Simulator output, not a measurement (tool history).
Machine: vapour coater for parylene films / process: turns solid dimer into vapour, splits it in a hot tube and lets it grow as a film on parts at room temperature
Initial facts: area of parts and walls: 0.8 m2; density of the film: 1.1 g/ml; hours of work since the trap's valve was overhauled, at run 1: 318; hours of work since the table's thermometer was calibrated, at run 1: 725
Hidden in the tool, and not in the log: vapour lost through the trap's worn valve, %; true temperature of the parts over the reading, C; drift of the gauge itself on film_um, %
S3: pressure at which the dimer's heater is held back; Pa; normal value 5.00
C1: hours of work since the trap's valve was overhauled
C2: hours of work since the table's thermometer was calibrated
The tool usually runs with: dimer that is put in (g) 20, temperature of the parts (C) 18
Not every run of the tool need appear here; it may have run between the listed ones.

Run 1, day 0.000: usual settings; C1 318; C2 725. Result: thickness of the film (µm) 11.57.
Run 2, day 1.508: usual settings; C1 337; C2 745. Result: thickness of the film (µm) 11.64.
Run 3, day 3.467: usual settings; C1 363; C2 770. Result: thickness of the film (µm) 11.54.
Run 4, day 5.833: usual settings; C1 394; C2 801. Result: thickness of the film (µm) 11.67.
Run 5, day 7.750: usual settings; C1 419; C2 827. Result: thickness of the film (µm) 11.54.
Run 6, day 10.183: usual settings; C1 451; C2 859. Result: thickness of the film (µm) 11.43.
Run 7, day 12.300: usual settings; C1 479; C2 886. Result: thickness of the film (µm) 11.62.
Run 8, day 13.554: usual settings; C1 496; C2 903. Result: thickness of the film (µm) 11.61.
Run 9, day 15.312: usual settings; C1 519; C2 926. Result: thickness of the film (µm) 11.56.
Run 10, day 17.033: usual settings but temperature of the parts (C) 17; C1 541; C2 949. Result: thickness of the film (µm) 12.11.
Run 11, day 18.658: usual settings but temperature of the parts (C) 13; C1 563; C2 970. Result: thickness of the film (µm) 14.36.
Run 12, day 20.796: usual settings but temperature of the parts (C) 13; C1 591; C2 998. Result: thickness of the film (µm) 14.49.
Run 13, day 22.242: usual settings but temperature of the parts (C) 13; C1 610; C2 1017. Result: thickness of the film (µm) 14.30.
Run 14, day 23.708: usual settings but dimer that is put in (g) 33, temperature of the parts (C) 13, S3 3.54 Pa; C1 629; C2 1036. Result: thickness of the film (µm) 25.24.
Run 15, day 25.188: usual settings but dimer that is put in (g) 25, temperature of the parts (C) 17, S3 2.60 Pa; C1 648; C2 1056. Result: thickness of the film (µm) 17.01.
At day 25.562: trap's valve overhauled.
Run 16, day 27.100: usual settings but dimer that is put in (g) 10, temperature of the parts (C) 14, S3 7.98 Pa; C1 20; C2 1079. Result: thickness of the film (µm) 6.39.

Run 17 is up next; what results do you expect?
Run 17, day 28.579: usual settings but dimer that is put in (g) 15, temperature of the parts (C) 13, S3 9.13 Pa; C1 40; C2 1098. Result: thickness of the film (µm) ?.

{"run 17": {"thickness of the film (µm)": 9.64}}
Take away the tool's hidden state, keep the run-to-run variation as it was, and the same run would have given thickness of the film (µm) 9.63.

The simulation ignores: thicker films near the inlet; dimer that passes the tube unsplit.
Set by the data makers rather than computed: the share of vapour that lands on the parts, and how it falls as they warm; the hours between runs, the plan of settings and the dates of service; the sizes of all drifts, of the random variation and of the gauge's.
